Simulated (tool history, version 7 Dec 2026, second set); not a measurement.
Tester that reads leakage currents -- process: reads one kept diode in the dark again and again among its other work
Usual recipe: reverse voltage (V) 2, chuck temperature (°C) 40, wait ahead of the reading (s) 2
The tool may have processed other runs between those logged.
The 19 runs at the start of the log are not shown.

| run | hour | reverse voltage (V) | chuck temperature (°C) | wait ahead of the reading (s) | hours of work since the probe card was cleaned | hours of work since the tester was calibrated | hours of work since the chuck was calibrated | current that the tester gives (pA) |
|---|---|---|---|---|---|---|---|---|
|  | 2958.2 | tester calibrated |
| 20 | 2996 | 1.24 | 48 | 0.54 | 1318 | 30 | 1318 | 618.4 |
| 21 | 3086.1 | 1.24 | 30 | 0.54 | 1389 | 101 | 1389 | 149.63 |
| 22 | 3175.9 | 10.97 | 40 | 1.06 | 1460 | 171 | 1460 | 868.31 |
| 23 | 3354.1 | 1.68 | 29 | 4.33 | 1600 | 312 | 1600 | 158.51 |
|  | 3385.5 | chuck's temperature calibrated |
| 24 | 3491.8 | 3.88 | 29 | 4.33 | 1707 | 418 | 84 | 212.18 |
| 25 | 3622.2 | 1.49 | 40 | 2 | 1810 | 521 | 186 | 345.82 |
| 26 | 3815.9 | 10.18 | 22 | 6.56 | 1962 | 673 | 339 | 183.12 |
| 27 | 3968.5 | 10.18 | 22 | 6.56 | 2082 | 794 | 459 | 185.03 |
| 28 | 4140.9 | 10.18 | 22 | 6.56 | 2218 | 929 | 594 | 187.61 |

For run 29, what comes out?
|  | 4154.9 | probe card cleaned and baked |
| 29 | 4338.1 | 2.96 | 31 | 0.48 | 144 | 1082 | 747 | ? |

{"run 29": {"current that the tester gives (pA)": 229.65}}
Take away the tool's hidden state, keep the run-to-run variation as it was, and the same run would have given current that the tester gives (pA) 220.01.

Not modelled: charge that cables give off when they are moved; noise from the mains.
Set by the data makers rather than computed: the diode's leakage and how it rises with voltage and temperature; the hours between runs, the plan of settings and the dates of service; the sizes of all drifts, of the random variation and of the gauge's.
